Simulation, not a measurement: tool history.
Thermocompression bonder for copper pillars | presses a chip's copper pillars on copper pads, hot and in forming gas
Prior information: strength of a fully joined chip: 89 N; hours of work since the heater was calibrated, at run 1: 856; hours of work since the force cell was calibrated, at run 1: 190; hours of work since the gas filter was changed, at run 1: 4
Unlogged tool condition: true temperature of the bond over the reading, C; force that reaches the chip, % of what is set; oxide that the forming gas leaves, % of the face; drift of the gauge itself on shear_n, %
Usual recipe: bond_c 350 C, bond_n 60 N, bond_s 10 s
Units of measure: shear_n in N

run,hour,bond_c,bond_n,bond_s,hours of work since the heater was calibrated,hours of work since the force cell was calibrated,hours of work since the gas filter was changed,shear_n
1,0,350,60,10,856,190,4,53.5
2,12.7,350,60,10,862,196,9,52
3,22.7,350,60,10,866,200,14,53
4,29.7,350,60,10,869,203,17,53.3
5,41.3,350,60,10,874,208,21,52.7
6,52.2,350,60,10,879,212,26,54
7,60.7,350,60,10,883,216,30,52.9
8,67.3,350,60,10,885,219,33,52.1
9,73.8,350,61,10,888,222,35,54.5
10,81.6,350,61,10,891,225,39,51.4
# hour 84.4: heater calibrated with a thermocouple chip
11,90.8,350,61,10,3,228,42,52.8
12,98.4,350,61,10,6,231,45,50.8
13,106.9,355,49,25,10,235,49,62.6
# hour 113.4: heater calibrated with a thermocouple chip, once more
14,117.8,355,49,25,2,239,53,67.4
15,128.4,355,49,25,6,243,57,65.5
16,139.3,355,49,25,11,248,62,67.2
17,144.5,378,56,20,13,250,64,74.4
18,150.3,378,56,25,16,253,67,76.4
19,159.5,378,56,25,20,257,70,77.4

Below are 5 alternative next runs, each starting from the tool's condition after run 19. Predict each:
A,165.8,378,56,6,22,260,73,?
B,165.8,341,79,12,22,260,73,?
C,165.8,378,56,7,22,260,73,?
D,165.8,373,60,10,22,260,73,?
E,165.8,378,56,8,22,260,73,?

run,shear_n
A,57.1
B,60.8
C,57.7
D,63.5
E,60.9
Without the tool's unlogged condition, the same runs would have read:
run,shear_n
A,57.6
B,61.5
C,58.3
D,64.2
E,61.5

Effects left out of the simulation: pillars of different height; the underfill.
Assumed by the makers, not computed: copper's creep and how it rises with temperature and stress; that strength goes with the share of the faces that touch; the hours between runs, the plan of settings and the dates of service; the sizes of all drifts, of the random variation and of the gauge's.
